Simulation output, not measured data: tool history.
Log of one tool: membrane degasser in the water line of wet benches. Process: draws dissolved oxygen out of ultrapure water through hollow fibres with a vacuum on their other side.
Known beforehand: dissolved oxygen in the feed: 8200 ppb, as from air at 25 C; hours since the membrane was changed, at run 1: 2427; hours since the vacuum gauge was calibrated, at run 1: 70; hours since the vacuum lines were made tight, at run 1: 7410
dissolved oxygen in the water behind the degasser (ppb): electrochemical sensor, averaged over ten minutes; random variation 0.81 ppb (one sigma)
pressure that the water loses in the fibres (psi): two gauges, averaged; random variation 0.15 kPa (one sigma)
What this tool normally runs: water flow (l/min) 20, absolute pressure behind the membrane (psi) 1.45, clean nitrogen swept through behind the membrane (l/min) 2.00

run	day	water flow (l/min)	absolute pressure behind the membrane (psi)	clean nitrogen swept through behind the membrane (l/min)	hours since the membrane was changed	hours since the vacuum gauge was calibrated	hours since the vacuum lines were made tight	dissolved oxygen in the water behind the degasser (ppb)	pressure that the water loses in the fibres (psi)
1	0.000	20	1.45	2.00	2427	70	7410	180.9	6.715
2	2.571	20	1.45	2.00	2489	132	7471	180.4	6.722
3	5.008	20	1.45	2.57	2547	190	7530	148.7	6.692
4	7.729	20	3.00	2.00	2613	256	7595	418.3	6.740
5	10.654	20	3.00	2.00	2683	326	7665	413.7	6.691
6	13.992	20	3.00	2.00	2763	406	7745	413.7	6.750
7	16.983	20	3.00	2.00	2835	478	7817	414.6	6.736
8	19.696	20	3.00	2.00	2900	543	7882	414.5	6.701
9	22.433	20	3.00	2.00	2966	609	7948	409.1	6.711
10	23.975	20	1.45	2.00	3003	646	7985	177.8	6.724
11	25.833	20	1.45	2.00	3047	690	8030	180.0	6.752
12	29.100	20	3.09	2.63	3126	769	8108	338.5	6.680
13	31.275	13	3.32	5.45	3178	821	8160	117.2	4.386
14	34.654	29	2.57	2.36	3259	902	8241	465.0	9.745
15	37.008	29	2.57	2.36	3315	958	8298	463.1	9.768
16	40.162	20	2.63	2.32	3391	1034	8374	314.1	6.714
17	42.129	20	1.51	1.06	3438	1081	8421	313.1	6.718
18	43.896	24	1.51	1.06	3481	1124	8463	380.7	8.084
19	46.525	24	1.51	1.06	3544	1187	8526	380.6	8.067
20	47.883	20	1.42	3.35	3576	1220	8559	114.8	6.717
# day 48.329: seals of the vacuum lines changed
21	49.883	20	1.45	5.13	3622	1266	37	85.7	6.722
22	52.596	25	0.96	3.25	3688	1331	102	110.6	8.395

Consider 5 possible next runs. They are alternatives, not a sequence: every one starts from the tool as it was left by run 22. What does each give?
A	54.371	21	1.12	2.78	3730	1373	145	?	?
B	54.371	20	1.44	1.60	3730	1373	145	?	?
C	54.371	25	0.96	5.34	3730	1373	145	?	?
D	54.371	16	0.90	2.00	3730	1373	145	?	?
E	54.371	20	0.91	5.95	3730	1373	145	?	?

run	dissolved oxygen in the water behind the degasser (ppb)	pressure that the water loses in the fibres (psi)
A	106.4	7.068
B	210.4	6.709
C	88.1	8.385
D	65.1	5.382
E	48.0	6.712
Without the tool's hidden state the same runs would have given:
run	dissolved oxygen in the water behind the degasser (ppb)	pressure that the water loses in the fibres (psi)
A	108.4	7.068
B	214.3	6.708
C	89.7	8.383
D	66.3	5.381
E	48.9	6.711

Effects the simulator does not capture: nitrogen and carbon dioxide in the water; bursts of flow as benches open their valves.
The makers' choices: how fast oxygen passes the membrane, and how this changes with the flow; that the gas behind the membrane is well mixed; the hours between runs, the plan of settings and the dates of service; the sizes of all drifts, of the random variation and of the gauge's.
